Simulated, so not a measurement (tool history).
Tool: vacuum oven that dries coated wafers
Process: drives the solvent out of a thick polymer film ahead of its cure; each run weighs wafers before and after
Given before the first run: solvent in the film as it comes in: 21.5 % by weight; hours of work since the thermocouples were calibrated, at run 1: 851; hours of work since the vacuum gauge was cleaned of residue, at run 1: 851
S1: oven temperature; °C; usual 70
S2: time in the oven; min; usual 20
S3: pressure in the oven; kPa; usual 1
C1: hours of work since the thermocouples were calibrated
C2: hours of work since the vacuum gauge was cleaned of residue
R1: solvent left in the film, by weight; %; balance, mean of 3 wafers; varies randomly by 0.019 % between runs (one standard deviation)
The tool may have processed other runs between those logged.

| run | day | S1 | S2 | S3 | C1 | C2 | R1 |
|---|---|---|---|---|---|---|---|
| 1 | 0 | 70 | 20 | 1 | 851 | 851 | 1.15 |
| 2 | 0.979 | 70 | 20 | 1 | 869 | 869 | 1.14 |
| 3 | 2.671 | 70 | 27 | 1 | 900 | 900 | 0.73 |
| 4 | 3.583 | 70 | 27 | 1 | 916 | 916 | 0.71 |
| 5 | 4.825 | 70 | 27 | 0.78 | 939 | 939 | 0.65 |
| 6 | 6.417 | 60 | 27 | 0.78 | 968 | 968 | 3.07 |
| 7 | 8.017 | 60 | 27 | 0.78 | 997 | 997 | 3.03 |
| 8 | 10.029 | 70 | 20 | 1 | 1034 | 1034 | 1.11 |
| 9 | 11.008 | 70 | 20 | 1 | 1052 | 1052 | 1.11 |
| 10 | 12.058 | 70 | 20 | 1 | 1071 | 1071 | 1.14 |
| 11 | 13.662 | 70 | 20 | 1 | 1100 | 1100 | 1.14 |
| 12 | 15.067 | 70 | 20 | 1 | 1125 | 1125 | 1.1 |
| 13 | 16.646 | 70 | 34 | 1 | 1154 | 1154 | 0.63 |
| 14 | 17.725 | 70 | 34 | 1 | 1174 | 1174 | 0.62 |
| 15 | 19.196 | 70 | 20 | 1 | 1201 | 1201 | 1.1 |
| 16 | 20.483 | 70 | 24 | 1 | 1224 | 1224 | 0.86 |
|  | 21.054 | oven's thermocouples calibrated |
|  | 22.029 | vacuum gauge cleaned of residue and calibrated |
| 17 | 22.442 | 70 | 24 | 1 | 24 | 7 | 0.51 |
| 18 | 23.488 | 70 | 24 | 1 | 43 | 27 | 0.52 |
|  | 24.392 | oven's thermocouples calibrated, once more |
| 19 | 25.546 | 70 | 20 | 1 | 21 | 62 | 1.42 |
| 20 | 27.758 | 70 | 30 | 1 | 61 | 103 | 0.7 |
| 21 | 29.117 | 70 | 30 | 2.65 | 86 | 127 | 1.34 |
| 22 | 30.754 | 70 | 30 | 0.58 | 116 | 157 | 0.5 |
| 23 | 32.425 | 70 | 30 | 1.72 | 146 | 188 | 0.96 |
| 24 | 33.992 | 66 | 20 | 1 | 175 | 216 | 2.69 |
| 25 | 36.238 | 66 | 20 | 1 | 216 | 257 | 2.66 |
| 26 | 38.004 | 70 | 15 | 0.69 | 248 | 289 | 2.24 |
| 27 | 40.225 | 70 | 20 | 0.93 | 288 | 330 | 1.34 |
| 28 | 41.917 | 84 | 12 | 0.72 | 319 | 361 | 0.27 |
| 29 | 43.25 | 84 | 12 | 0.72 | 343 | 385 | 0.27 |
| 30 | 44.746 | 71 | 33 | 2.36 | 371 | 412 | 1.1 |
| 31 | 46.404 | 71 | 33 | 2.36 | 401 | 442 | 1.1 |
| 32 | 47.558 | 71 | 33 | 2.36 | 422 | 463 | 1.04 |
| 33 | 48.717 | 75 | 12 | 1 | 443 | 484 | 1.57 |
| 34 | 50.746 | 79 | 16 | 1 | 480 | 521 | 0.43 |
| 35 | 52.35 | 69 | 22 | 1 | 509 | 550 | 1.35 |
| 36 | 53.712 | 69 | 22 | 1 | 534 | 575 | 1.34 |
| 37 | 55.642 | 75 | 22 | 2.17 | 569 | 610 | 0.88 |
| 38 | 56.8 | 60 | 14 | 1.38 | 590 | 631 | 7.63 |
| 39 | 57.946 | 63 | 15 | 1.38 | 611 | 652 | 5.49 |
| 40 | 59.321 | 63 | 15 | 1.38 | 636 | 677 | 5.52 |
| 41 | 60.388 | 63 | 15 | 1.38 | 655 | 697 | 5.52 |
| 42 | 61.917 | 63 | 15 | 0.99 | 683 | 725 | 5.35 |
| 43 | 62.867 | 74 | 15 | 0.92 | 700 | 742 | 1.11 |
| 44 | 64.617 | 70 | 20 | 3.51 | 732 | 774 | 2.18 |
| 45 | 65.538 | 56 | 29 | 0.54 | 749 | 791 | 4.9 |
| 46 | 67.079 | 70 | 36 | 1.27 | 777 | 819 | 0.72 |
| 47 | 68.829 | 70 | 15 | 1.27 | 809 | 850 | 2.28 |

Hidden state or all else? Some run-to-run changes of R1, split into what the settings, what came in and random variation would give without the hidden state, and what is left for the hidden state (with any gauge scatter that isn't in both results):
The hidden state here: true wafer temperature over the reading, C; true pressure over the reading, kPa; drift of the gauge itself on solvent_pct, %.
Run 5 -> 6: S1 70 -> 60. R1 +2.42 %: hidden state -0.53, all else +2.95.
Run 7 -> 8: S1 60 -> 70, S2 27 -> 20, S3 0.78 -> 1. R1 -1.92 %: hidden state +0.36, all else -2.28.
Run 18 -> 19: S2 24 -> 20, oven's thermocouples calibrated, once more. R1 +0.9 %: hidden state +0.51, all else +0.39.
Run 37 -> 38: S1 75 -> 60, S2 22 -> 14, S3 2.17 -> 1.38. R1 +6.75 %: hidden state -0.2, all else +6.95.
Run 42 -> 43: S1 63 -> 74, S3 0.99 -> 0.92. R1 -4.24 %: hidden state +0.16, all else -4.4.
Run 45 -> 46: S1 56 -> 70, S2 29 -> 36, S3 0.54 -> 1.27. R1 -4.18 %: hidden state +0.3, all else -4.48.

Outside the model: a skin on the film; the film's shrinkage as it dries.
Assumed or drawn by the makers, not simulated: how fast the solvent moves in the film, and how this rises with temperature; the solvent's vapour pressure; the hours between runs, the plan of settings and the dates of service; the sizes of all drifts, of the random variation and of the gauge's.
